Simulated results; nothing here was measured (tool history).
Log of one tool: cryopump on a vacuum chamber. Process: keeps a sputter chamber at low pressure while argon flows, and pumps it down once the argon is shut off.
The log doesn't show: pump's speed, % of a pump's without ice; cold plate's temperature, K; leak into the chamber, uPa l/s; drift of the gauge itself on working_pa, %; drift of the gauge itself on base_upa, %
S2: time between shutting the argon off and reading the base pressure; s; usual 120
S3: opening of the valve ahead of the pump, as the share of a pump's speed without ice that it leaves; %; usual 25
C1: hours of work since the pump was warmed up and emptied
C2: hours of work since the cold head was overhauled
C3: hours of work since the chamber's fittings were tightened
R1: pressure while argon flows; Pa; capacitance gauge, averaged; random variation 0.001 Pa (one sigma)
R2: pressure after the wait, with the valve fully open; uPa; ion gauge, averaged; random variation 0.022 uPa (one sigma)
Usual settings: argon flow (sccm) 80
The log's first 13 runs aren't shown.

{"run": 14, "hour": 297.3, "argon flow (sccm)": 80, "S2": 120, "S3": 25, "C1": 94, "C2": 671, "C3": 475, "R1": 0.2297, "R2": 0.83}
{"run": 15, "hour": 322.0, "argon flow (sccm)": 80, "S2": 120, "S3": 25, "C1": 109, "C2": 685, "C3": 489, "R1": 0.2285, "R2": 0.87}
{"run": 16, "hour": 341.6, "argon flow (sccm)": 80, "S2": 126, "S3": 25, "C1": 120, "C2": 696, "C3": 500, "R1": 0.2316, "R2": 0.83}
{"run": 17, "hour": 368.1, "argon flow (sccm)": 80, "S2": 21, "S3": 25, "C1": 135, "C2": 711, "C3": 515, "R1": 0.2288, "R2": 3.04}
{"run": 18, "hour": 390.5, "argon flow (sccm)": 143, "S2": 120, "S3": 49, "C1": 148, "C2": 724, "C3": 528, "R1": 0.2125, "R2": 0.87}
{"run": 19, "hour": 412.6, "argon flow (sccm)": 143, "S2": 120, "S3": 49, "C1": 160, "C2": 737, "C3": 541, "R1": 0.2128, "R2": 0.89}
{"run": 20, "hour": 432.1, "argon flow (sccm)": 143, "S2": 120, "S3": 49, "C1": 171, "C2": 748, "C3": 552, "R1": 0.2143, "R2": 0.85}
{"run": 21, "hour": 446.4, "argon flow (sccm)": 143, "S2": 120, "S3": 39, "C1": 180, "C2": 756, "C3": 560, "R1": 0.268, "R2": 0.88}
{"run": 22, "hour": 462.6, "argon flow (sccm)": 128, "S2": 26, "S3": 32, "C1": 189, "C2": 765, "C3": 569, "R1": 0.2896, "R2": 2.58}
{"run": 23, "hour": 489.3, "argon flow (sccm)": 115, "S2": 244, "S3": 25, "C1": 204, "C2": 780, "C3": 584, "R1": 0.333, "R2": 0.67}
{"run": 24, "hour": 509.0, "argon flow (sccm)": 86, "S2": 202, "S3": 39, "C1": 215, "C2": 792, "C3": 596, "R1": 0.1623, "R2": 0.68}
{"run": 25, "hour": 535.2, "argon flow (sccm)": 86, "S2": 202, "S3": 39, "C1": 230, "C2": 807, "C3": 611, "R1": 0.1605, "R2": 0.75}
{"run": 26, "hour": 555.0, "argon flow (sccm)": 86, "S2": 202, "S3": 39, "C1": 242, "C2": 818, "C3": 622, "R1": 0.1601, "R2": 0.74}
{"run": 27, "hour": 579.4, "argon flow (sccm)": 107, "S2": 29, "S3": 25, "C1": 256, "C2": 832, "C3": 636, "R1": 0.3118, "R2": 2.37}
{"run": 28, "hour": 606.2, "argon flow (sccm)": 64, "S2": 202, "S3": 18, "C1": 271, "C2": 847, "C3": 651, "R1": 0.2561, "R2": 0.73}
{"run": 29, "hour": 619.8, "argon flow (sccm)": 54, "S2": 120, "S3": 51, "C1": 279, "C2": 855, "C3": 659, "R1": 0.0789, "R2": 0.96}
{"run": 30, "hour": 632.2, "argon flow (sccm)": 45, "S2": 120, "S3": 51, "C1": 286, "C2": 862, "C3": 666, "R1": 0.066, "R2": 1}

Forecast run 31:
{"run": 31, "hour": 644.7, "argon flow (sccm)": 45, "S2": 120, "S3": 51, "C1": 293, "C2": 869, "C3": 673, "R1": "?", "R2": "?"}

Run 31 gave R1 0.0659 Pa, R2 0.95 uPa.
Without the tool's hidden state the same run would have given R1 0.0623 Pa, R2 0.58 uPa.
